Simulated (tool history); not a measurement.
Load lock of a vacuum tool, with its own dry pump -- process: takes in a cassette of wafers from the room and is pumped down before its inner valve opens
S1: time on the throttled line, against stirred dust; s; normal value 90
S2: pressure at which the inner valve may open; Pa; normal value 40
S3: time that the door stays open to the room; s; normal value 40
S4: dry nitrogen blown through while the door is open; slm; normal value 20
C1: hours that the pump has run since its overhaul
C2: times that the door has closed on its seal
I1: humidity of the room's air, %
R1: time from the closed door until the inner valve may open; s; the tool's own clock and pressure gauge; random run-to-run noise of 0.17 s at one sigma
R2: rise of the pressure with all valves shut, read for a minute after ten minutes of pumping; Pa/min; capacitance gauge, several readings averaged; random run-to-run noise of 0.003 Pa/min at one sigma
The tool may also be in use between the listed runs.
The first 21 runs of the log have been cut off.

Run 22, hour 1893.6: usual settings but S1 78 s, S2 33 Pa, S3 54 s, S4 4 slm; C1 5687; C2 39295; I1 47. Result: R1 110.4 s, R2 0.117 Pa/min.
Run 23, hour 1976.3: usual settings but S1 115 s, S2 32 Pa, S3 54 s, S4 8 slm; C1 5769; C2 39554; I1 45.3. Result: R1 143.5 s, R2 0.113 Pa/min.
Run 24, hour 2046.7: usual settings but S1 58 s, S2 50 Pa, S3 88 s, S4 30 slm; C1 5840; C2 39774; I1 43. Result: R1 90.2 s, R2 0.1 Pa/min.
Run 25, hour 2166.9: usual settings but S2 35 Pa, S3 27 s; C1 5960; C2 40150; I1 44.7. Result: R1 121 s, R2 0.096 Pa/min.
Run 26, hour 2265.3: usual settings but S1 102 s, S3 159 s, S4 13 slm; C1 6059; C2 40459; I1 44.8. Result: R1 131.2 s, R2 0.126 Pa/min.
Run 27, hour 2338.8: usual settings but S1 102 s, S2 30 Pa, S3 159 s, S4 19 slm; C1 6132; C2 40689; I1 45.3. Result: R1 132.8 s, R2 0.128 Pa/min.
Run 28, hour 2420.4: usual settings but S1 102 s, S2 30 Pa, S3 159 s, S4 19 slm; C1 6214; C2 40945; I1 48.8. Result: R1 132.7 s, R2 0.119 Pa/min.
Run 29, hour 2510.2: usual settings but S1 48 s, S2 30 Pa, S3 41 s, S4 10 slm; C1 6303; C2 41226; I1 41.5. Result: R1 84.1 s, R2 0.11 Pa/min.
Run 30, hour 2625.5: usual settings but S3 72 s; C1 6419; C2 41587; I1 46.7. Result: R1 120.3 s, R2 0.112 Pa/min.
Run 31, hour 2703.2: usual settings but S1 75 s, S2 58 Pa, S3 72 s; C1 6496; C2 41830; I1 46.9. Result: R1 105.2 s, R2 0.112 Pa/min.
Run 32, hour 2780.2: usual settings but S1 47 s, S2 54 Pa; C1 6573; C2 42072; I1 46. Result: R1 80.3 s, R2 0.108 Pa/min.
Run 33, hour 2907.4: usual settings but S1 47 s, S2 54 Pa; C1 6701; C2 42470; I1 42.9. Result: R1 80.5 s, R2 0.111 Pa/min.
Run 34, hour 3039.4: usual settings but S1 47 s, S2 54 Pa; C1 6833; C2 42883; I1 44.4. Result: R1 80.2 s, R2 0.115 Pa/min.
Run 35, hour 3113.1: usual settings but S1 47 s, S2 54 Pa, S3 237 s; C1 6906; C2 43114; I1 45.2. Result: R1 80.3 s, R2 0.14 Pa/min.
Run 36, hour 3172.9: usual settings but S3 91 s, S4 33 slm; C1 6966; C2 43302; I1 45.3. Result: R1 120.7 s, R2 0.117 Pa/min.
Run 37, hour 3290: usual settings but S1 129 s; C1 7083; C2 43668; I1 46.3. Result: R1 155.4 s, R2 0.108 Pa/min.
Run 38, hour 3345.7: usual settings but S1 70 s, S3 214 s; C1 7139; C2 43843; I1 44.5. Result: R1 102.8 s, R2 0.136 Pa/min.

Each row is a separate what-if for the run after 38, all from the same tool condition, not one after another. Results?
Run A, hour 3406.1: usual settings but S1 103 s, S3 214 s; C1 7199; C2 44032; I1 43.1. Result: R1 ?, R2 ?.
Run B, hour 3406.1: usual settings but S2 29 Pa; C1 7199; C2 44032; I1 44.6. Result: R1 ?, R2 ?.
Run C, hour 3406.1: usual settings but S4 40 slm; C1 7199; C2 44032; I1 43.8. Result: R1 ?, R2 ?.

run     R1     R2
  A  132.3  0.139
  B  122.2  0.113
  C  121.1   0.11
Stripped of hidden state, with their random variation kept, the same runs would have yielded:
run     R1     R2
  A  131.2   0.05
  B    121  0.025
  C  119.9  0.021
